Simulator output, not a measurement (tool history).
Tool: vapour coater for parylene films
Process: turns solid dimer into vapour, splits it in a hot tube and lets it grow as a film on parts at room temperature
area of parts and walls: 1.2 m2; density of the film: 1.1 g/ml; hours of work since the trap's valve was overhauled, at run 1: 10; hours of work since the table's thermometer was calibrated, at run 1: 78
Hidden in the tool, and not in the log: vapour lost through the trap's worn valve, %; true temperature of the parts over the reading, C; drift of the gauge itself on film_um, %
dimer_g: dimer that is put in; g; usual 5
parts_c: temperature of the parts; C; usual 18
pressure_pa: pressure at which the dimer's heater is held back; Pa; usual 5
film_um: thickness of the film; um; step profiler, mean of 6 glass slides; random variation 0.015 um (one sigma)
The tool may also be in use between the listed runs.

run	day	dimer_g	parts_c	pressure_pa	hours of work since the trap's valve was overhauled	hours of work since the table's thermometer was calibrated	film_um
1	0	5	18	5	10	78	3
2	1.317	5	18	5	23	91	3
3	2.029	5	18	5	31	98	3
4	2.717	5	18	5	38	105	2.99
5	3.3	5	18	5	43	111	2.98
6	4.008	4	15	4.78	51	118	2.69
7	4.575	8	20	10.67	56	124	4.06
8	5.433	8	20	10.67	65	132	4.04
9	6.546	3	24	11.47	76	144	1.28
10	7.312	2	19	8.08	84	151	1.08

The same runs without the tool's hidden state, with the same run-to-run variation:
run	film_um
1	3.01
2	3.02
3	3.02
4	3.01
5	3.01
6	2.72
7	4.1
8	4.08
9	1.3
10	1.1

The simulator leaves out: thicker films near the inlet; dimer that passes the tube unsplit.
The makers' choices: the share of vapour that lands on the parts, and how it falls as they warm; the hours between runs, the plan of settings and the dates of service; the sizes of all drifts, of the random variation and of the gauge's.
